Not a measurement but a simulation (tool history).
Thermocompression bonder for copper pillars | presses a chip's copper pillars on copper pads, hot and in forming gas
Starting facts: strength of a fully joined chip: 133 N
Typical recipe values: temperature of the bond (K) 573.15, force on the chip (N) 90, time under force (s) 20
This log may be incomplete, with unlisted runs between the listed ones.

run,hour,temperature of the bond (K),force on the chip (N),time under force (s),force that shears a chip off (N)
1,0.0,573.15,90,20,47.6
2,16.8,573.15,84,20,45.1
3,30.8,573.15,84,20,44.8
4,45.9,573.15,84,20,44.8
5,60.9,573.15,90,44,62.1
6,77.5,573.15,90,44,62.7
7,87.9,573.15,90,44,62.6
8,105.2,573.15,90,44,62.2
9,128.8,573.15,90,20,46.3
10,145.5,573.15,90,20,45.7
11,157.0,573.15,90,20,46.9
12,169.0,601.15,79,20,56.1
13,188.5,573.15,56,20,32.5
14,205.2,589.15,87,20,52.9
15,219.6,573.15,58,31,39.5
16,242.6,573.15,105,58,71.7
17,264.7,567.15,83,10,29.3
18,274.7,572.15,57,47,44.8
19,293.6,572.15,65,32,42.2

Forecast each of these 4 alternatives for the next run:
A,305.1,572.15,84,41,?
B,305.1,572.15,86,32,?
C,305.1,582.15,65,27,?
D,305.1,573.15,64,50,?

run,force that shears a chip off (N)
A,54.3
B,51.0
C,44.3
D,50.0
Without the tool's hidden state the same runs would have given:
run,force that shears a chip off (N)
A,60.0
B,56.3
C,48.8
D,55.2
